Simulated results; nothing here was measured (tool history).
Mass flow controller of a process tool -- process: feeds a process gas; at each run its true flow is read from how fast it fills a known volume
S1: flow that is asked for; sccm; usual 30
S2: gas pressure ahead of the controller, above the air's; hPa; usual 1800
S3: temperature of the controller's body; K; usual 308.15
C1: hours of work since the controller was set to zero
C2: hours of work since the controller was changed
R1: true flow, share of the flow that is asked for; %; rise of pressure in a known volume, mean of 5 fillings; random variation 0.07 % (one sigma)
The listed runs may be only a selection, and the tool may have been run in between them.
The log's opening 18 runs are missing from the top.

| run | hour | S1 | S2 | S3 | C1 | C2 | R1 |
|---|---|---|---|---|---|---|---|
| 19 | 1455.4 | 30 | 1800 | 305.15 | 3302 | 3302 | 98.84 |
| 20 | 1505.1 | 30 | 1800 | 308.15 | 3341 | 3341 | 98.74 |
| 21 | 1566.8 | 30 | 1800 | 308.15 | 3390 | 3390 | 98.58 |
| 22 | 1646.9 | 30 | 1990 | 308.15 | 3452 | 3452 | 98.4 |
| 23 | 1696.2 | 30 | 1800 | 308.15 | 3491 | 3491 | 98.59 |
|  | 1707.6 | controller's zero set anew |
| 24 | 1810.8 | 6 | 1800 | 308.15 | 81 | 3581 | 102.55 |
| 25 | 1915.4 | 13 | 1800 | 312.15 | 163 | 3663 | 99.76 |
| 26 | 2016.9 | 13 | 1800 | 296.15 | 243 | 3743 | 100.49 |
| 27 | 2109.1 | 13 | 1800 | 296.15 | 315 | 3815 | 100.51 |
| 28 | 2194.3 | 20 | 2130 | 304.15 | 382 | 3882 | 99.2 |
| 29 | 2260.9 | 12 | 2330 | 312.15 | 435 | 3934 | 99.44 |
|  | 2303.8 | controller's zero set anew, once more |
| 30 | 2328.2 | 30 | 2470 | 299.15 | 19 | 3987 | 97.79 |
| 31 | 2383.5 | 21 | 2690 | 312.15 | 63 | 4030 | 96.61 |
| 32 | 2430.8 | 30 | 1550 | 308.15 | 100 | 4068 | 98.14 |
| 33 | 2517.6 | 30 | 2690 | 308.15 | 168 | 4136 | 97.13 |
| 34 | 2608.1 | 40 | 1660 | 310.15 | 239 | 4207 | 98.18 |
| 35 | 2697.3 | 35 | 1800 | 295.15 | 309 | 4277 | 98.65 |

Forecast run 36:
| 36 | 2809.9 | 5 | 2370 | 295.15 | 398 | 4365 | ? |

Run 36 produced R1 97.57 %.
If the tool had no hidden condition, the same run with the same run-to-run variation would have returned R1 98.5 %.
